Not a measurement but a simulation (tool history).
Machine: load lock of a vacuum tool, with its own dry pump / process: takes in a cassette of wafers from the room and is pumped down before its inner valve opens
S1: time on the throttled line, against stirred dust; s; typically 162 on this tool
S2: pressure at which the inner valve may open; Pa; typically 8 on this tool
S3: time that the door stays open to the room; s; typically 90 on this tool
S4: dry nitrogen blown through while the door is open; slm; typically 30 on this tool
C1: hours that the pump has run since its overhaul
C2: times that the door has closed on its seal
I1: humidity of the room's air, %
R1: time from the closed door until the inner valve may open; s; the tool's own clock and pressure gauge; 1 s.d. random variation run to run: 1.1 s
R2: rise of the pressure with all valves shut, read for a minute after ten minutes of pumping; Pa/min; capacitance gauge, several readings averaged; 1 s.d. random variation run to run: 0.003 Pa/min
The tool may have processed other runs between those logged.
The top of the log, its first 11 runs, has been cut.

{"run": 12, "hour": 1120.9, "S1": 275, "S2": 8, "S3": 90, "S4": 30, "C1": 5165, "C2": 2862, "I1": 47.4, "R1": 315.2, "R2": 0.052}
{"run": 13, "hour": 1264.6, "S1": 275, "S2": 8, "S3": 90, "S4": 30, "C1": 5309, "C2": 3166, "I1": 45.6, "R1": 316.8, "R2": 0.057}
{"run": 14, "hour": 1334.2, "S1": 275, "S2": 8, "S3": 76, "S4": 30, "C1": 5378, "C2": 3313, "I1": 42.6, "R1": 315.8, "R2": 0.049}
{"run": 15, "hour": 1400.6, "S1": 162, "S2": 8, "S3": 90, "S4": 30, "C1": 5445, "C2": 3453, "I1": 42.5, "R1": 215.1, "R2": 0.053}
{"run": 16, "hour": 1503.7, "S1": 154, "S2": 8, "S3": 90, "S4": 30, "C1": 5548, "C2": 3670, "I1": 46.7, "R1": 205.1, "R2": 0.065}
{"run": 17, "hour": 1650.6, "S1": 154, "S2": 8, "S3": 90, "S4": 30, "C1": 5695, "C2": 3980, "I1": 42.2, "R1": 206.6, "R2": 0.049}
{"run": 18, "hour": 1765.6, "S1": 162, "S2": 8, "S3": 90, "S4": 30, "C1": 5810, "C2": 4223, "I1": 43.3, "R1": 212.0, "R2": 0.053}
{"run": 19, "hour": 1832.8, "S1": 162, "S2": 8, "S3": 90, "S4": 30, "C1": 5877, "C2": 4364, "I1": 43.0, "R1": 213.1, "R2": 0.053}
{"run": 20, "hour": 1981.6, "S1": 162, "S2": 8, "S3": 90, "S4": 30, "C1": 6026, "C2": 4678, "I1": 48.6, "R1": 213.5, "R2": 0.056}
{"run": 21, "hour": 2113.6, "S1": 162, "S2": 8, "S3": 90, "S4": 40, "C1": 6158, "C2": 4957, "I1": 45.4, "R1": 214.1, "R2": 0.056}
{"run": 22, "hour": 2196.5, "S1": 90, "S2": 11, "S3": 60, "S4": 22, "C1": 6241, "C2": 5132, "I1": 46.4, "R1": 146.6, "R2": 0.06}
{"run": 23, "hour": 2282.9, "S1": 162, "S2": 8, "S3": 209, "S4": 15, "C1": 6327, "C2": 5314, "I1": 44.5, "R1": 213.5, "R2": 0.091}
{"run": 24, "hour": 2432.5, "S1": 150, "S2": 10, "S3": 209, "S4": 5, "C1": 6477, "C2": 5630, "I1": 45.7, "R1": 200.8, "R2": 0.12}
{"run": 25, "hour": 2508.2, "S1": 162, "S2": 10, "S3": 90, "S4": 30, "C1": 6552, "C2": 5789, "I1": 45.1, "R1": 210.3, "R2": 0.063}
{"run": 26, "hour": 2601.4, "S1": 162, "S2": 10, "S3": 90, "S4": 30, "C1": 6646, "C2": 5986, "I1": 45.4, "R1": 211.4, "R2": 0.057}
{"run": 27, "hour": 2715.1, "S1": 162, "S2": 10, "S3": 90, "S4": 30, "C1": 6759, "C2": 6226, "I1": 46.7, "R1": 210.8, "R2": 0.061}
{"run": 28, "hour": 2812.6, "S1": 197, "S2": 10, "S3": 90, "S4": 6, "C1": 6857, "C2": 6432, "I1": 45.0, "R1": 243.0, "R2": 0.085}

Expected results for the next run?
{"run": 29, "hour": 2917.5, "S1": 102, "S2": 8, "S3": 90, "S4": 30, "C1": 6962, "C2": 6653, "I1": 42.3, "R1": "?", "R2": "?"}

R1: 161.4 s
R2: 0.061 Pa/min
Take away the tool's hidden state, keep the run-to-run variation as it was, and the same run would have given R1 157.2 s, R2 0.052 Pa/min.
